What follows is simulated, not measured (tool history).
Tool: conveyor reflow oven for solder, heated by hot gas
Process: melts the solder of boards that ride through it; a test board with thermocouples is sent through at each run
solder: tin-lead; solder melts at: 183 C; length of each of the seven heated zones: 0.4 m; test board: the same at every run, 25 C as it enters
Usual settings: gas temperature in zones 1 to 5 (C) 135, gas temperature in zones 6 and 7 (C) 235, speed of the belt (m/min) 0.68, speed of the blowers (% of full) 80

run,day,gas temperature in zones 1 to 5 (C),gas temperature in zones 6 and 7 (C),speed of the belt (m/min),speed of the blowers (% of full),highest temperature of the board (C),time above the solder's melting point (s)
1,0,135,235,0.68,80,217.4,52
2,0.962,135,235,0.68,80,217.3,51.9
3,1.567,135,235,0.68,80,217,51.9
4,2.908,135,235,0.68,80,216.6,51.4
# day 3.233: flux residue cleaned out of gas plates and filters
5,4.092,135,235,0.68,80,215.6,50.2
6,4.746,149,235,0.645,82,219.5,61.9
7,5.6,127,223,0.765,66,196.6,23.8
8,6.504,135,235,0.754,62,207.6,38
9,7.879,135,235,0.613,62,215.1,56.2
10,8.692,135,235,0.613,62,214.7,55.3

Measured less the same run without the tool's hidden state. The same run-to-run variation is in both; the gauge's scatter may not be:
The hidden state here: heat that the gas passes to the board, % of a clean oven's; belt's true speed, % of the reading; true gas temperature in zones 6 and 7 over the reading, C; drift of the gauge itself on peak_c, C; drift of the gauge itself on liquid_s, %.
run,highest temperature of the board (C),time above the solder's melting point (s)
1,-1.8,-1.4
2,-2.1,-1.5
3,-2.2,-1.6
4,-2.5,-1.9
5,-3.7,-2.9
6,-3.4,-2.2
7,-4.1,-5.4
8,-4.3,-4.1
9,-4.1,-3.6
10,-4.3,-3.8
